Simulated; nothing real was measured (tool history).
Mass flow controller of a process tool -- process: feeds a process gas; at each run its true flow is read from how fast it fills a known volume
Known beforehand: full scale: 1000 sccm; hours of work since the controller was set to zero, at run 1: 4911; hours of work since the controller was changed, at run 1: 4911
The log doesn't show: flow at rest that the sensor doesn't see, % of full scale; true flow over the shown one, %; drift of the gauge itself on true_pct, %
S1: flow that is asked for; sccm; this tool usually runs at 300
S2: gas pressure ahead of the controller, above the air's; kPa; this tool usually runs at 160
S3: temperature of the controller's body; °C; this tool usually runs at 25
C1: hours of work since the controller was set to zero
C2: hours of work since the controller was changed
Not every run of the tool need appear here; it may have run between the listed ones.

run 1 hour=0.0 | S1=300 S2=160 S3=25 | C1=4911 C2=4911 | true_flow_(%)=97.70
run 2 hour=302.5 | S1=300 S2=160 S3=25 | C1=5073 C2=5073 | true_flow_(%)=97.62
run 3 hour=595.6 | S1=300 S2=160 S3=25 | C1=5231 C2=5231 | true_flow_(%)=97.69
run 4 hour=939.9 | S1=300 S2=160 S3=25 | C1=5417 C2=5417 | true_flow_(%)=97.62
run 5 hour=1267.6 | S1=300 S2=160 S3=25 | C1=5593 C2=5593 | true_flow_(%)=97.80
run 6 hour=1634.2 | S1=211 S2=160 S3=25 | C1=5791 C2=5791 | true_flow_(%)=97.31
run 7 hour=1814.8 | S1=211 S2=160 S3=25 | C1=5888 C2=5888 | true_flow_(%)=97.28
run 8 hour=2052.0 | S1=300 S2=160 S3=25 | C1=6016 C2=6016 | true_flow_(%)=97.58
run 9 hour=2341.0 | S1=300 S2=160 S3=25 | C1=6171 C2=6171 | true_flow_(%)=97.53
run 10 hour=2682.0 | S1=300 S2=160 S3=25 | C1=6355 C2=6355 | true_flow_(%)=97.63
run 11 hour=2840.3 | S1=300 S2=160 S3=33 | C1=6440 C2=6440 | true_flow_(%)=96.74
run 12 hour=3175.4 | S1=300 S2=160 S3=33 | C1=6621 C2=6621 | true_flow_(%)=96.96
run 13 hour=3451.1 | S1=440 S2=166 S3=33 | C1=6769 C2=6769 | true_flow_(%)=97.31
run 14 hour=3605.8 | S1=440 S2=166 S3=33 | C1=6852 C2=6852 | true_flow_(%)=97.28
run 15 hour=3873.3 | S1=440 S2=166 S3=33 | C1=6996 C2=6996 | true_flow_(%)=97.11
run 16 hour=4203.0 | S1=121 S2=160 S3=25 | C1=7174 C2=7174 | true_flow_(%)=97.17
run 17 hour=4474.7 | S1=121 S2=233 S3=34 | C1=7320 C2=7320 | true_flow_(%)=96.81
-- hour=4614.4 controller's zero set anew
run 18 hour=4625.0 | S1=300 S2=160 S3=30 | C1=6 C2=7401 | true_flow_(%)=97.13
-- hour=4807.3 controller exchanged for a calibrated one
run 19 hour=4993.9 | S1=706 S2=199 S3=21 | C1=101 C2=101 | true_flow_(%)=99.41
run 20 hour=5239.6 | S1=422 S2=160 S3=30 | C1=233 C2=233 | true_flow_(%)=97.43

What if the next run were any one of these 3? Each begins from the tool's condition after run 20:
run A hour=5582.9 | S1=580 S2=279 S3=33 | C1=418 C2=418 | true_flow_(%)=?
run B hour=5582.9 | S1=300 S2=258 S3=23 | C1=418 C2=418 | true_flow_(%)=?
run C hour=5582.9 | S1=300 S2=160 S3=31 | C1=418 C2=418 | true_flow_(%)=?

run=A true_flow_(%)=98.55
run=B true_flow_(%)=98.62
run=C true_flow_(%)=97.07
What these runs would have given with no unlogged condition in the tool:
run=A true_flow_(%)=98.55
run=B true_flow_(%)=98.62
run=C true_flow_(%)=97.07

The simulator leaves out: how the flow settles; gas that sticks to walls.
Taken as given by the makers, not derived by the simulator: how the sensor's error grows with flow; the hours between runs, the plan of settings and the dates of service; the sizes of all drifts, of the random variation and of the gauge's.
